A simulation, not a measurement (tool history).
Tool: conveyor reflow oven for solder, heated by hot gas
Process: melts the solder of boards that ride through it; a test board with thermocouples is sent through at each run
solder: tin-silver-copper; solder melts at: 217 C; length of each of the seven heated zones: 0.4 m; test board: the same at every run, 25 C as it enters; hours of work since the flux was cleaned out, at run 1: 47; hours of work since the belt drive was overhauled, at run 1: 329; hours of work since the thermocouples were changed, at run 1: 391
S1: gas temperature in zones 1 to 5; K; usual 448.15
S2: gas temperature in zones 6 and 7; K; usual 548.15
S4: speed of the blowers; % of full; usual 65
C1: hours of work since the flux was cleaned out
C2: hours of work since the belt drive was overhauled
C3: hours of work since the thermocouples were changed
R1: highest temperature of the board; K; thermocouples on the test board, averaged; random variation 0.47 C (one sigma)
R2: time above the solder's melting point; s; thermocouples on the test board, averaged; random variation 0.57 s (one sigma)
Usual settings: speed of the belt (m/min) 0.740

{"run": 1, "hour": 0.0, "S1": 448.15, "S2": 548.15, "speed of the belt (m/min)": 0.74, "S4": 65, "C1": 47, "C2": 329, "C3": 391, "R1": 523.25, "R2": 45.2}
{"run": 2, "hour": 39.6, "S1": 448.15, "S2": 548.15, "speed of the belt (m/min)": 0.74, "S4": 65, "C1": 76, "C2": 358, "C3": 420, "R1": 523.45, "R2": 45.2}
{"run": 3, "hour": 68.9, "S1": 448.15, "S2": 548.15, "speed of the belt (m/min)": 0.74, "S4": 65, "C1": 97, "C2": 379, "C3": 441, "R1": 522.45, "R2": 44.4}
{"run": 4, "hour": 134.6, "S1": 448.15, "S2": 548.15, "speed of the belt (m/min)": 0.74, "S4": 65, "C1": 145, "C2": 427, "C3": 489, "R1": 522.05, "R2": 44.4}
{"hour": 160.7, "done": "thermocouples of zones 6 and 7 changed"}
{"run": 5, "hour": 170.5, "S1": 448.15, "S2": 561.15, "speed of the belt (m/min)": 0.74, "S4": 65, "C1": 170, "C2": 452, "C3": 7, "R1": 530.55, "R2": 50.3}
{"run": 6, "hour": 216.0, "S1": 448.15, "S2": 561.15, "speed of the belt (m/min)": 0.74, "S4": 65, "C1": 203, "C2": 485, "C3": 40, "R1": 531.45, "R2": 50.0}
{"run": 7, "hour": 250.6, "S1": 448.15, "S2": 548.15, "speed of the belt (m/min)": 0.74, "S4": 50, "C1": 228, "C2": 511, "C3": 66, "R1": 512.25, "R2": 34.1}
{"run": 8, "hour": 281.5, "S1": 448.15, "S2": 548.15, "speed of the belt (m/min)": 0.74, "S4": 65, "C1": 251, "C2": 533, "C3": 88, "R1": 520.75, "R2": 43.6}
{"run": 9, "hour": 308.6, "S1": 448.15, "S2": 548.15, "speed of the belt (m/min)": 0.74, "S4": 65, "C1": 271, "C2": 553, "C3": 108, "R1": 519.55, "R2": 42.7}
{"run": 10, "hour": 360.8, "S1": 448.15, "S2": 548.15, "speed of the belt (m/min)": 0.74, "S4": 65, "C1": 309, "C2": 591, "C3": 146, "R1": 519.35, "R2": 42.0}
{"run": 11, "hour": 400.2, "S1": 448.15, "S2": 546.15, "speed of the belt (m/min)": 0.71, "S4": 65, "C1": 338, "C2": 620, "C3": 175, "R1": 519.75, "R2": 44.8}
{"hour": 420.0, "done": "flux residue cleaned out of gas plates and filters"}
{"run": 12, "hour": 470.7, "S1": 435.15, "S2": 548.15, "speed of the belt (m/min)": 0.74, "S4": 60, "C1": 37, "C2": 668, "C3": 223, "R1": 517.45, "R2": 38.5}
{"run": 13, "hour": 525.8, "S1": 459.15, "S2": 560.15, "speed of the belt (m/min)": 0.719, "S4": 59, "C1": 77, "C2": 708, "C3": 263, "R1": 533.35, "R2": 57.1}
{"run": 14, "hour": 582.4, "S1": 448.15, "S2": 562.15, "speed of the belt (m/min)": 0.683, "S4": 62, "C1": 119, "C2": 749, "C3": 304, "R1": 535.15, "R2": 58.6}
{"run": 15, "hour": 613.6, "S1": 451.15, "S2": 544.15, "speed of the belt (m/min)": 0.874, "S4": 56, "C1": 141, "C2": 772, "C3": 327, "R1": 507.45, "R2": 24.7}
{"run": 16, "hour": 641.2, "S1": 448.15, "S2": 544.15, "speed of the belt (m/min)": 0.771, "S4": 65, "C1": 162, "C2": 792, "C3": 347, "R1": 517.25, "R2": 38.7}
{"run": 17, "hour": 676.6, "S1": 445.15, "S2": 546.15, "speed of the belt (m/min)": 0.618, "S4": 65, "C1": 187, "C2": 818, "C3": 373, "R1": 527.95, "R2": 58.5}
{"run": 18, "hour": 719.1, "S1": 445.15, "S2": 546.15, "speed of the belt (m/min)": 0.618, "S4": 65, "C1": 219, "C2": 849, "C3": 404, "R1": 526.05, "R2": 56.7}

Forecast each of these 4 alternatives for the next run:
{"run": "A", "hour": 770.2, "S1": 462.15, "S2": 546.15, "speed of the belt (m/min)": 0.856, "S4": 69, "C1": 256, "C2": 887, "C3": 442, "R1": "?", "R2": "?"}
{"run": "B", "hour": 770.2, "S1": 450.15, "S2": 557.15, "speed of the belt (m/min)": 0.735, "S4": 65, "C1": 256, "C2": 887, "C3": 442, "R1": "?", "R2": "?"}
{"run": "C", "hour": 770.2, "S1": 445.15, "S2": 546.15, "speed of the belt (m/min)": 0.618, "S4": 79, "C1": 256, "C2": 887, "C3": 442, "R1": "?", "R2": "?"}
{"run": "D", "hour": 770.2, "S1": 435.15, "S2": 544.15, "speed of the belt (m/min)": 0.74, "S4": 60, "C1": 256, "C2": 887, "C3": 442, "R1": "?", "R2": "?"}

run=A R1=519.25 R2=40.7
run=B R1=530.05 R2=50.7
run=C R1=531.35 R2=62.6
run=D R1=511.75 R2=32.4
Without the tool's hidden state the same runs would have given:
run=A R1=521.45 R2=41.9
run=B R1=532.15 R2=51.2
run=C R1=533.05 R2=62.9
run=D R1=513.75 R2=34.1
